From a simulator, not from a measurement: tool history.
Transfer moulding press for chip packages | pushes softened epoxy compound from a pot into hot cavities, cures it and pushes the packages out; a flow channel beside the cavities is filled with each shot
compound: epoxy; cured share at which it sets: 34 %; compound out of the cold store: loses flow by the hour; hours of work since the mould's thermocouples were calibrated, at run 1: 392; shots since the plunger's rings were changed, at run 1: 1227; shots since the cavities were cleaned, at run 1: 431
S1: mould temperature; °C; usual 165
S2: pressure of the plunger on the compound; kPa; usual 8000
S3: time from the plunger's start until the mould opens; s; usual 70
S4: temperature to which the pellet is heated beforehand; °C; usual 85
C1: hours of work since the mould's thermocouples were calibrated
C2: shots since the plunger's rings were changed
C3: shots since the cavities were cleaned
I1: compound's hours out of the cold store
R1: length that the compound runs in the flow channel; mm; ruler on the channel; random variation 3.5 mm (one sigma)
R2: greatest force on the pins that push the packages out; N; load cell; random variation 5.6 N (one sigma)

Run 1, hour 0: usual settings; C1 392; C2 1227; C3 431; I1 44.9. Result: R1 520 mm, R2 244 N.
At hour 33: cavities cleaned with cleaning compound and waxed.
Run 2, hour 43.6: usual settings; C1 412; C2 1745; C3 131; I1 23.9. Result: R1 580 mm, R2 205 N.
At hour 82.2: mould's thermocouples calibrated.
At hour 107.3: cavities cleaned with cleaning compound and waxed.
Run 3, hour 126.6: usual settings; C1 20; C2 2723; C3 237; I1 10.4. Result: R1 633 mm, R2 243 N.
At hour 175.9: cavities cleaned with cleaning compound and waxed.
Run 4, hour 181.5: usual settings but S3 61 s; C1 46; C2 3380; C3 68; I1 10.9. Result: R1 622 mm, R2 285 N.
At hour 245.1: cavities cleaned with cleaning compound and waxed.
Run 5, hour 245.1: usual settings but S3 51 s; C1 75; C2 4145; C3 0; I1 12.1. Result: R1 607 mm, R2 424 N.
Run 6, hour 296.8: usual settings but S3 51 s; C1 100; C2 4782; C3 637; I1 46.5. Result: R1 487 mm, R2 485 N.
At hour 311.5: plunger's sealing rings changed.
At hour 316.5: cavities cleaned with cleaning compound and waxed.
Run 7, hour 355.7: usual settings but S3 51 s; C1 126; C2 525; C3 483; I1 11.1. Result: R1 649 mm, R2 542 N.
At hour 384.6: cavities cleaned with cleaning compound and waxed.
Run 8, hour 418.6: usual settings but S1 172 °C, S3 72 s, S4 86 °C; C1 156; C2 1281; C3 419; I1 40.4. Result: R1 526 mm, R2 203 N.
At hour 454.3: cavities cleaned with cleaning compound and waxed.
Run 9, hour 487.1: usual settings but S1 172 °C, S3 72 s, S4 86 °C; C1 187; C2 2105; C3 404; I1 17.9. Result: R1 593 mm, R2 213 N.
At hour 523.1: cavities cleaned with cleaning compound and waxed.
Run 10, hour 523.4: usual settings but S1 173 °C, S2 7320 kPa, S3 61 s, S4 86 °C; C1 204; C2 2534; C3 4; I1 18.8. Result: R1 559 mm, R2 157 N.
Run 11, hour 572.9: usual settings but S1 173 °C, S2 7320 kPa, S3 61 s, S4 86 °C; C1 228; C2 3143; C3 613; I1 14.1. Result: R1 573 mm, R2 233 N.
At hour 590.4: cavities cleaned with cleaning compound and waxed.
Run 12, hour 650.4: usual settings but S1 173 °C, S2 7320 kPa, S3 61 s, S4 86 °C; C1 264; C2 4078; C3 739; I1 37.3. Result: R1 489 mm, R2 236 N.

Hidden state or all else? Some run-to-run changes of R1, split into what the settings, what came in and random variation would give without the hidden state, and what is left for the hidden state (with any gauge scatter that isn't in both results):
The hidden state here: true mould temperature over the reading, C; pressure that reaches the compound, % of what is set; grip of the stained cavities, % over clean ones'; drift of the gauge itself on flow_mm, %; drift of the gauge itself on push_out_n, %.
Run 6 -> 7: plunger's sealing rings changed, cavities cleaned with cleaning compound and waxed. R1 +162 mm: hidden state +31, all else +131.
